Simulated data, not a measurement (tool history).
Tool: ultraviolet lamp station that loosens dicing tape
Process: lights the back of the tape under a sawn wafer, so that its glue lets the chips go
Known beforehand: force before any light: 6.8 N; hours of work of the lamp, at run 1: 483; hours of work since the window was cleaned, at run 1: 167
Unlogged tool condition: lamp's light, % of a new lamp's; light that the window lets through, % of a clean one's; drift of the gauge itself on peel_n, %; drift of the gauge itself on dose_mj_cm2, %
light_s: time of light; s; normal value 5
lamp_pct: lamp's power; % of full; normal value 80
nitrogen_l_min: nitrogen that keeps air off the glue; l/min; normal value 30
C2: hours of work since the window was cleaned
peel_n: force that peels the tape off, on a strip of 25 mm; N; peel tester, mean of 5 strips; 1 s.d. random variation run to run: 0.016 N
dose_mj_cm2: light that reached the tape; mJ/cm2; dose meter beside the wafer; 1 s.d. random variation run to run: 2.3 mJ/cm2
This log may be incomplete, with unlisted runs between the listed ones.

{"run": 1, "hour": 0.0, "light_s": 5, "lamp_pct": 80, "nitrogen_l_min": 30, "hours of work of the lamp": 483, "C2": 167, "peel_n": 1.104, "dose_mj_cm2": 180}
{"run": 2, "hour": 40.7, "light_s": 5, "lamp_pct": 80, "nitrogen_l_min": 30, "hours of work of the lamp": 512, "C2": 197, "peel_n": 1.134, "dose_mj_cm2": 171}
{"run": 3, "hour": 86.7, "light_s": 5, "lamp_pct": 80, "nitrogen_l_min": 27, "hours of work of the lamp": 545, "C2": 230, "peel_n": 1.251, "dose_mj_cm2": 169}
{"run": 4, "hour": 169.7, "light_s": 5, "lamp_pct": 80, "nitrogen_l_min": 27, "hours of work of the lamp": 605, "C2": 289, "peel_n": 1.337, "dose_mj_cm2": 166}
{"run": 5, "hour": 215.4, "light_s": 5, "lamp_pct": 80, "nitrogen_l_min": 27, "hours of work of the lamp": 638, "C2": 322, "peel_n": 1.344, "dose_mj_cm2": 159}
{"run": 6, "hour": 286.5, "light_s": 3, "lamp_pct": 80, "nitrogen_l_min": 30, "hours of work of the lamp": 689, "C2": 373, "peel_n": 2.619, "dose_mj_cm2": 97}
{"run": 7, "hour": 373.6, "light_s": 3, "lamp_pct": 80, "nitrogen_l_min": 30, "hours of work of the lamp": 752, "C2": 436, "peel_n": 2.66, "dose_mj_cm2": 87}
{"hour": 388.6, "done": "lamp changed"}
{"hour": 423.2, "done": "window cleaned of glue's vapour"}
{"run": 8, "hour": 441.0, "light_s": 5, "lamp_pct": 80, "nitrogen_l_min": 30, "hours of work of the lamp": 37, "C2": 13, "peel_n": 0.837, "dose_mj_cm2": 216}
{"run": 9, "hour": 494.4, "light_s": 5, "lamp_pct": 80, "nitrogen_l_min": 30, "hours of work of the lamp": 76, "C2": 51, "peel_n": 0.872, "dose_mj_cm2": 209}
{"run": 10, "hour": 541.3, "light_s": 8, "lamp_pct": 80, "nitrogen_l_min": 30, "hours of work of the lamp": 109, "C2": 85, "peel_n": 0.401, "dose_mj_cm2": 330}
{"run": 11, "hour": 583.3, "light_s": 8, "lamp_pct": 80, "nitrogen_l_min": 30, "hours of work of the lamp": 140, "C2": 115, "peel_n": 0.407, "dose_mj_cm2": 321}
{"run": 12, "hour": 627.0, "light_s": 5, "lamp_pct": 80, "nitrogen_l_min": 24, "hours of work of the lamp": 171, "C2": 146, "peel_n": 1.089, "dose_mj_cm2": 196}
{"run": 13, "hour": 667.4, "light_s": 5, "lamp_pct": 80, "nitrogen_l_min": 24, "hours of work of the lamp": 200, "C2": 176, "peel_n": 1.151, "dose_mj_cm2": 189}
{"run": 14, "hour": 733.4, "light_s": 5, "lamp_pct": 80, "nitrogen_l_min": 24, "hours of work of the lamp": 247, "C2": 223, "peel_n": 1.211, "dose_mj_cm2": 189}
{"run": 15, "hour": 810.3, "light_s": 5, "lamp_pct": 80, "nitrogen_l_min": 21, "hours of work of the lamp": 303, "C2": 278, "peel_n": 1.355, "dose_mj_cm2": 180}
{"run": 16, "hour": 891.8, "light_s": 5, "lamp_pct": 80, "nitrogen_l_min": 27, "hours of work of the lamp": 361, "C2": 337, "peel_n": 1.227, "dose_mj_cm2": 176}
{"run": 17, "hour": 932.3, "light_s": 5, "lamp_pct": 100, "nitrogen_l_min": 27, "hours of work of the lamp": 390, "C2": 366, "peel_n": 0.886, "dose_mj_cm2": 210}
{"run": 18, "hour": 990.3, "light_s": 4, "lamp_pct": 75, "nitrogen_l_min": 29, "hours of work of the lamp": 432, "C2": 408, "peel_n": 1.83, "dose_mj_cm2": 123}
{"hour": 1077.4, "done": "window cleaned of glue's vapour"}
{"run": 19, "hour": 1083.4, "light_s": 3, "lamp_pct": 99, "nitrogen_l_min": 51, "hours of work of the lamp": 499, "C2": 4, "peel_n": 1.289, "dose_mj_cm2": 132}
{"run": 20, "hour": 1122.5, "light_s": 4, "lamp_pct": 74, "nitrogen_l_min": 22, "hours of work of the lamp": 527, "C2": 32, "peel_n": 2.041, "dose_mj_cm2": 132}
{"run": 21, "hour": 1178.5, "light_s": 4, "lamp_pct": 74, "nitrogen_l_min": 22, "hours of work of the lamp": 567, "C2": 73, "peel_n": 2.047, "dose_mj_cm2": 128}
{"run": 22, "hour": 1256.4, "light_s": 4, "lamp_pct": 74, "nitrogen_l_min": 22, "hours of work of the lamp": 623, "C2": 129, "peel_n": 2.065, "dose_mj_cm2": 123}
{"run": 23, "hour": 1298.7, "light_s": 4, "lamp_pct": 74, "nitrogen_l_min": 22, "hours of work of the lamp": 653, "C2": 159, "peel_n": 2.208, "dose_mj_cm2": 121}
{"run": 24, "hour": 1384.9, "light_s": 4, "lamp_pct": 83, "nitrogen_l_min": 35, "hours of work of the lamp": 715, "C2": 221, "peel_n": 1.604, "dose_mj_cm2": 128}
{"hour": 1451.2, "done": "lamp changed"}
{"run": 25, "hour": 1473.4, "light_s": 4, "lamp_pct": 83, "nitrogen_l_min": 35, "hours of work of the lamp": 16, "C2": 284, "peel_n": 1.15, "dose_mj_cm2": 167}
{"run": 26, "hour": 1518.7, "light_s": 4, "lamp_pct": 89, "nitrogen_l_min": 59, "hours of work of the lamp": 49, "C2": 316, "peel_n": 0.794, "dose_mj_cm2": 177}

Forecast each of these 3 alternatives for the next run:
{"run": "A", "hour": 1602.8, "light_s": 8, "lamp_pct": 80, "nitrogen_l_min": 30, "hours of work of the lamp": 109, "C2": 377, "peel_n": "?", "dose_mj_cm2": "?"}
{"run": "B", "hour": 1602.8, "light_s": 4, "lamp_pct": 89, "nitrogen_l_min": 17, "hours of work of the lamp": 109, "C2": 377, "peel_n": "?", "dose_mj_cm2": "?"}
{"run": "C", "hour": 1602.8, "light_s": 3, "lamp_pct": 80, "nitrogen_l_min": 9, "hours of work of the lamp": 109, "C2": 377, "peel_n": "?", "dose_mj_cm2": "?"}

run=A peel_n=0.439 dose_mj_cm2=304
run=B peel_n=1.656 dose_mj_cm2=165
run=C peel_n=3.369 dose_mj_cm2=112
With no hidden state in the tool, these same runs would have given:
run=A peel_n=0.349 dose_mj_cm2=353
run=B peel_n=1.347 dose_mj_cm2=192
run=C peel_n=3.001 dose_mj_cm2=130
